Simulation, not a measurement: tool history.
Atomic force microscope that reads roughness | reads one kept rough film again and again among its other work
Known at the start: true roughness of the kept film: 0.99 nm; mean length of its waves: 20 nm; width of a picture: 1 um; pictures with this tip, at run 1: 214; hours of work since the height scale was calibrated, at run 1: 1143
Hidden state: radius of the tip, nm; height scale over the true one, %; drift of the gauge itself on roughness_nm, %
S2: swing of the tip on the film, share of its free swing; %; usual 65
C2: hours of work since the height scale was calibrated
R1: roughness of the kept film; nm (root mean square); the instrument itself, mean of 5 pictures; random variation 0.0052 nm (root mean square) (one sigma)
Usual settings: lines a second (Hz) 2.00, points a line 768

{"run": 1, "hour": 0.0, "lines a second (Hz)": 2.0, "S2": 65, "points a line": 768, "pictures with this tip": 214, "C2": 1143, "R1": 0.686}
{"hour": 39.2, "done": "new tip fitted"}
{"run": 2, "hour": 72.7, "lines a second (Hz)": 2.0, "S2": 65, "points a line": 768, "pictures with this tip": 38, "C2": 1188, "R1": 0.796}
{"run": 3, "hour": 152.9, "lines a second (Hz)": 2.0, "S2": 65, "points a line": 768, "pictures with this tip": 130, "C2": 1238, "R1": 0.733}
{"run": 4, "hour": 196.0, "lines a second (Hz)": 2.0, "S2": 65, "points a line": 768, "pictures with this tip": 180, "C2": 1265, "R1": 0.704}
{"run": 5, "hour": 249.7, "lines a second (Hz)": 2.0, "S2": 65, "points a line": 768, "pictures with this tip": 241, "C2": 1299, "R1": 0.685}
{"hour": 260.0, "done": "new tip fitted"}
{"run": 6, "hour": 313.4, "lines a second (Hz)": 2.0, "S2": 65, "points a line": 768, "pictures with this tip": 61, "C2": 1338, "R1": 0.768}
{"run": 7, "hour": 393.8, "lines a second (Hz)": 2.0, "S2": 65, "points a line": 768, "pictures with this tip": 153, "C2": 1388, "R1": 0.712}
{"hour": 480.9, "done": "new tip fitted"}
{"run": 8, "hour": 480.9, "lines a second (Hz)": 2.0, "S2": 65, "points a line": 768, "pictures with this tip": 0, "C2": 1442, "R1": 0.807}
{"run": 9, "hour": 534.5, "lines a second (Hz)": 2.0, "S2": 65, "points a line": 768, "pictures with this tip": 62, "C2": 1476, "R1": 0.761}
{"run": 10, "hour": 593.7, "lines a second (Hz)": 2.0, "S2": 65, "points a line": 768, "pictures with this tip": 129, "C2": 1513, "R1": 0.739}
{"run": 11, "hour": 645.2, "lines a second (Hz)": 1.09, "S2": 65, "points a line": 768, "pictures with this tip": 188, "C2": 1545, "R1": 0.73}
{"run": 12, "hour": 690.5, "lines a second (Hz)": 1.09, "S2": 65, "points a line": 768, "pictures with this tip": 240, "C2": 1573, "R1": 0.705}
{"hour": 703.2, "done": "new tip fitted"}
{"run": 13, "hour": 749.2, "lines a second (Hz)": 1.09, "S2": 65, "points a line": 768, "pictures with this tip": 53, "C2": 1609, "R1": 0.805}
{"run": 14, "hour": 791.5, "lines a second (Hz)": 1.09, "S2": 65, "points a line": 768, "pictures with this tip": 102, "C2": 1636, "R1": 0.77}
{"run": 15, "hour": 877.3, "lines a second (Hz)": 1.09, "S2": 65, "points a line": 768, "pictures with this tip": 200, "C2": 1689, "R1": 0.731}
{"run": 16, "hour": 917.3, "lines a second (Hz)": 1.69, "S2": 65, "points a line": 768, "pictures with this tip": 246, "C2": 1714, "R1": 0.678}
{"hour": 924.0, "done": "new tip fitted"}
{"run": 17, "hour": 971.6, "lines a second (Hz)": 2.0, "S2": 65, "points a line": 768, "pictures with this tip": 54, "C2": 1748, "R1": 0.778}
{"run": 18, "hour": 1037.3, "lines a second (Hz)": 0.52, "S2": 77, "points a line": 951, "pictures with this tip": 130, "C2": 1789, "R1": 0.762}
{"run": 19, "hour": 1090.1, "lines a second (Hz)": 0.52, "S2": 65, "points a line": 765, "pictures with this tip": 190, "C2": 1822, "R1": 0.75}
{"run": 20, "hour": 1135.9, "lines a second (Hz)": 0.52, "S2": 65, "points a line": 765, "pictures with this tip": 243, "C2": 1850, "R1": 0.723}
{"hour": 1147.7, "done": "new tip fitted"}
{"run": 21, "hour": 1190.8, "lines a second (Hz)": 0.52, "S2": 65, "points a line": 765, "pictures with this tip": 49, "C2": 1884, "R1": 0.83}
{"run": 22, "hour": 1274.8, "lines a second (Hz)": 1.6, "S2": 69, "points a line": 527, "pictures with this tip": 145, "C2": 1937, "R1": 0.715}
{"run": 23, "hour": 1363.9, "lines a second (Hz)": 3.35, "S2": 65, "points a line": 768, "pictures with this tip": 247, "C2": 1992, "R1": 0.635}
{"hour": 1371.5, "done": "new tip fitted"}
{"hour": 1372.5, "done": "height scale calibrated on a step standard"}
{"run": 24, "hour": 1418.5, "lines a second (Hz)": 3.35, "S2": 65, "points a line": 768, "pictures with this tip": 52, "C2": 29, "R1": 0.704}
{"run": 25, "hour": 1505.5, "lines a second (Hz)": 2.99, "S2": 65, "points a line": 768, "pictures with this tip": 152, "C2": 83, "R1": 0.673}
{"hour": 1522.2, "done": "height scale calibrated on a step standard, once more"}
{"run": 26, "hour": 1587.9, "lines a second (Hz)": 1.28, "S2": 57, "points a line": 921, "pictures with this tip": 245, "C2": 41, "R1": 0.71}
{"hour": 1594.0, "done": "new tip fitted"}
{"run": 27, "hour": 1630.7, "lines a second (Hz)": 2.0, "S2": 88, "points a line": 768, "pictures with this tip": 42, "C2": 67, "R1": 0.669}
{"run": 28, "hour": 1705.9, "lines a second (Hz)": 0.88, "S2": 88, "points a line": 268, "pictures with this tip": 128, "C2": 114, "R1": 0.696}
{"run": 29, "hour": 1794.6, "lines a second (Hz)": 2.98, "S2": 80, "points a line": 768, "pictures with this tip": 230, "C2": 170, "R1": 0.572}
{"hour": 1816.9, "done": "new tip fitted"}
{"run": 30, "hour": 1852.8, "lines a second (Hz)": 2.98, "S2": 80, "points a line": 768, "pictures with this tip": 41, "C2": 206, "R1": 0.655}
{"run": 31, "hour": 1910.7, "lines a second (Hz)": 2.98, "S2": 80, "points a line": 768, "pictures with this tip": 107, "C2": 242, "R1": 0.628}
{"run": 32, "hour": 1987.1, "lines a second (Hz)": 2.98, "S2": 80, "points a line": 768, "pictures with this tip": 195, "C2": 289, "R1": 0.587}
{"hour": 2040.3, "done": "new tip fitted"}
{"run": 33, "hour": 2072.2, "lines a second (Hz)": 1.84, "S2": 63, "points a line": 429, "pictures with this tip": 37, "C2": 342, "R1": 0.8}

3 ways to go on from here, each from the tool as it stands after run 33. What would each give?
{"run": "A", "hour": 2153.0, "lines a second (Hz)": 0.74, "S2": 86, "points a line": 537, "pictures with this tip": 129, "C2": 393, "R1": "?"}
{"run": "B", "hour": 2153.0, "lines a second (Hz)": 2.0, "S2": 75, "points a line": 768, "pictures with this tip": 129, "C2": 393, "R1": "?"}
{"run": "C", "hour": 2153.0, "lines a second (Hz)": 1.51, "S2": 63, "points a line": 429, "pictures with this tip": 129, "C2": 393, "R1": "?"}

run=A R1=0.730
run=B R1=0.695
run=C R1=0.754
Without the tool's hidden state the same runs would have given:
run=A R1=0.813
run=B R1=0.774
run=C R1=0.839

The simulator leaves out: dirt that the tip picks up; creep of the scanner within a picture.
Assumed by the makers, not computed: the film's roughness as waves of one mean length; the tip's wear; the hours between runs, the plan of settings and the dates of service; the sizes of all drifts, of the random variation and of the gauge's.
